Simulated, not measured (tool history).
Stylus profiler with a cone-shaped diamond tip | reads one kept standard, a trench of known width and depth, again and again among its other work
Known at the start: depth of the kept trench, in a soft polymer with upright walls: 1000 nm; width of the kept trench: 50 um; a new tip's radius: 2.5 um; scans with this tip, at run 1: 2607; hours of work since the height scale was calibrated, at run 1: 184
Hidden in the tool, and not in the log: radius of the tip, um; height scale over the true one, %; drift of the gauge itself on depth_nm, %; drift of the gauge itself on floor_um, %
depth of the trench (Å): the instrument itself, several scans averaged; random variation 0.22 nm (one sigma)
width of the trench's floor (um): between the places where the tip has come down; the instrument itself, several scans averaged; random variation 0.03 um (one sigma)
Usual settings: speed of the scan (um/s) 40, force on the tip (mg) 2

run,hour,speed of the scan (um/s),force on the tip (mg),scans with this tip,hours of work since the height scale was calibrated,depth of the trench (Å),width of the trench's floor (um)
1,0,40,2,2607,184,10084.6,45.1
2,58.8,40,2,3149,222,10084.7,45.05
3,113.5,40,2,3654,257,10089.7,44.95
4,157.5,40,2,4060,286,10095.9,44.84
5,204.8,40,1.53,4496,317,10080,44.73
6,271.6,40,1.53,5113,360,10079,44.68
7,331.2,40,5.52,5663,399,10165.1,44.6
8,409.6,40,5.52,6386,450,10169.6,44.47
9,489.7,31,1.13,7125,502,10080.4,44.27
10,559,31,1.13,7764,547,10079.3,44.22

The next listed run, before its measurement:
11,640.7,25,0.84,8518,600,?,?

depth of the trench (Å): 10071.9
width of the trench's floor (um): 44.09
Without the tool's hidden state the same run would have given depth of the trench (Å) 10039.3, width of the trench's floor (um) 45.84.

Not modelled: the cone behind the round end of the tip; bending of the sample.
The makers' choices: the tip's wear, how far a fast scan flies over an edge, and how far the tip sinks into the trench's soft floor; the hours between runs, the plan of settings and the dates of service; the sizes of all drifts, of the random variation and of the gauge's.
